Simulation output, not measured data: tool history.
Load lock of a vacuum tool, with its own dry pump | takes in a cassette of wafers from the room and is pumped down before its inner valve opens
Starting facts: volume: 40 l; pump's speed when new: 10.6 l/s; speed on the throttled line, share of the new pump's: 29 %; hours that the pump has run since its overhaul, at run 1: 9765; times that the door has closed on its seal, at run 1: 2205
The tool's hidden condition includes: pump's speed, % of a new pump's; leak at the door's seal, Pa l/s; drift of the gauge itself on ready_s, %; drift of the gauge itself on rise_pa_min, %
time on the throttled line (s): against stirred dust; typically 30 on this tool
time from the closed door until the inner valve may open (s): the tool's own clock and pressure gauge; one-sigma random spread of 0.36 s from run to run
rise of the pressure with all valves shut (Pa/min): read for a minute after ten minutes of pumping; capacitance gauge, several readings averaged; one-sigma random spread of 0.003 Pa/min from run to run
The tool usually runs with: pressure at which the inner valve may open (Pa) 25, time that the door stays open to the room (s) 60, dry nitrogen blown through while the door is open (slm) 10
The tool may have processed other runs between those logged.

run,day,time on the throttled line (s),pressure at which the inner valve may open (Pa),time that the door stays open to the room (s),dry nitrogen blown through while the door is open (slm),hours that the pump has run since its overhaul,times that the door has closed on its seal,"incoming humidity of the room's air, %",time from the closed door until the inner valve may open (s),rise of the pressure with all valves shut (Pa/min)
1,0.000,30,25,60,10,9765,2205,43.0,57.7,0.043
2,4.538,30,25,60,10,9874,2367,40.9,56.8,0.046
3,11.129,30,25,189,10,10032,2604,44.0,57.1,0.067
4,15.583,30,25,60,10,10139,2764,42.0,57.5,0.047
5,22.458,30,25,60,10,10304,3010,45.8,56.5,0.049
6,29.121,30,25,60,10,10464,3249,44.0,57.4,0.049
7,36.475,30,19,60,10,10641,3513,47.3,58.7,0.049
8,44.033,30,25,60,10,10822,3784,45.1,57.2,0.050
9,51.075,30,25,60,10,10991,4037,43.0,57.3,0.049
10,58.683,32,19,96,10,11174,4310,44.4,60.7,0.057
11,65.654,32,19,96,10,11341,4560,47.7,60.4,0.063
12,71.350,28,25,43,24,11478,4764,47.2,56.3,0.040
13,77.133,30,46,121,34,11616,4972,46.2,55.7,0.038
14,83.225,30,25,80,24,11763,5190,46.7,58.8,0.044
15,89.638,30,25,80,24,11917,5421,44.9,57.7,0.045
16,93.654,21,22,217,15,12013,5565,43.4,53.2,0.067
17,99.225,16,22,185,22,12147,5764,48.0,49.8,0.065

5 ways to go on from here, each from the tool as it stands after run 17. What would each give?
A,107.908,33,22,137,22,12355,6076,43.7,?,?
B,107.908,16,22,185,12,12355,6076,50.0,?,?
C,107.908,55,24,29,22,12355,6076,47.1,?,?
D,107.908,18,22,80,10,12355,6076,46.1,?,?
E,107.908,18,20,60,10,12355,6076,46.6,?,?

run,time from the closed door until the inner valve may open (s),rise of the pressure with all valves shut (Pa/min)
A,60.8,0.050
B,49.8,0.078
C,74.5,0.039
D,51.5,0.064
E,51.9,0.056
With no hidden state in the tool, these same runs would have given:
run,time from the closed door until the inner valve may open (s),rise of the pressure with all valves shut (Pa/min)
A,55.3,0.034
B,43.0,0.063
C,70.7,0.024
D,45.0,0.049
E,45.2,0.041
